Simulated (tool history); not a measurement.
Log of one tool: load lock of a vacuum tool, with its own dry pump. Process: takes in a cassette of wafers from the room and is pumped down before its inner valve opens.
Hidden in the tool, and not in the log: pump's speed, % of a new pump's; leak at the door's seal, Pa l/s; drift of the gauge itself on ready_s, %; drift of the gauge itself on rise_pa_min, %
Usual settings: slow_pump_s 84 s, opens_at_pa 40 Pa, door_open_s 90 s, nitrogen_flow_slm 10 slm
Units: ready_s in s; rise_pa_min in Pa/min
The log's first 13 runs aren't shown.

| run | hour | slow_pump_s | opens_at_pa | door_open_s | nitrogen_flow_slm | hours that the pump has run since its overhaul | times that the door has closed on its seal | incoming humidity of the room's air, % | ready_s | rise_pa_min |
|---|---|---|---|---|---|---|---|---|---|---|
| 14 | 3152.3 | 84 | 40 | 213 | 10 | 2701 | 19238 | 43.8 | 135.7 | 0.523 |
| 15 | 3284.4 | 84 | 40 | 213 | 10 | 2833 | 19734 | 43.7 | 136.6 | 0.542 |
| 16 | 3607 | 137 | 40 | 213 | 6 | 3156 | 20945 | 43 | 174.8 | 0.604 |
| 17 | 3748.5 | 137 | 40 | 213 | 11 | 3297 | 21476 | 45.8 | 176.4 | 0.623 |
| 18 | 3925.1 | 139 | 40 | 145 | 22 | 3474 | 22138 | 43.8 | 176.1 | 0.614 |
| 19 | 4111.3 | 139 | 40 | 145 | 22 | 3660 | 22837 | 44.5 | 177.6 | 0.669 |
| 20 | 4354.7 | 144 | 74 | 31 | 22 | 3903 | 23750 | 48.5 | 175.8 | 0.69 |
|  | 4539.4 | door's seal changed, seat wiped |
| 21 | 4580.3 | 84 | 69 | 90 | 10 | 4127 | 154 | 41.9 | 131.3 | 0.028 |
| 22 | 4731.8 | 76 | 57 | 83 | 23 | 4279 | 722 | 46.2 | 128.1 | 0.023 |
| 23 | 5005.9 | 60 | 42 | 83 | 23 | 4553 | 1751 | 43.2 | 119.5 | 0.029 |
| 24 | 5169.2 | 80 | 58 | 96 | 17 | 4716 | 2363 | 44.4 | 130.9 | 0.05 |
| 25 | 5341.7 | 80 | 58 | 96 | 17 | 4889 | 3011 | 44.2 | 131.7 | 0.05 |
| 26 | 5542.7 | 84 | 40 | 90 | 18 | 5090 | 3765 | 46.1 | 138 | 0.062 |
| 27 | 5832.4 | 84 | 40 | 90 | 18 | 5380 | 4852 | 45.6 | 136.9 | 0.077 |
| 28 | 5993.7 | 84 | 40 | 148 | 10 | 5541 | 5457 | 44.6 | 137.7 | 0.101 |
| 29 | 6132.4 | 84 | 40 | 148 | 10 | 5679 | 5978 | 46.3 | 138.2 | 0.109 |
| 30 | 6421.7 | 84 | 63 | 148 | 35 | 5969 | 7063 | 43.4 | 133.1 | 0.113 |

Forecast each of these 3 alternatives for the next run:
| A | 6664.1 | 60 | 40 | 55 | 10 | 6211 | 7973 | 44.3 | ? | ? |
| B | 6664.1 | 81 | 63 | 148 | 39 | 6211 | 7973 | 41.9 | ? | ? |
| C | 6664.1 | 84 | 40 | 64 | 10 | 6211 | 7973 | 41.4 | ? | ? |

| run | ready_s | rise_pa_min |
|---|---|---|
| A | 120.6 | 0.122 |
| B | 131 | 0.127 |
| C | 137.9 | 0.121 |
Without the tool's hidden state the same runs would have given:
| run | ready_s | rise_pa_min |
|---|---|---|
| A | 117 | 0.013 |
| B | 128 | 0.018 |
| C | 134.6 | 0.013 |

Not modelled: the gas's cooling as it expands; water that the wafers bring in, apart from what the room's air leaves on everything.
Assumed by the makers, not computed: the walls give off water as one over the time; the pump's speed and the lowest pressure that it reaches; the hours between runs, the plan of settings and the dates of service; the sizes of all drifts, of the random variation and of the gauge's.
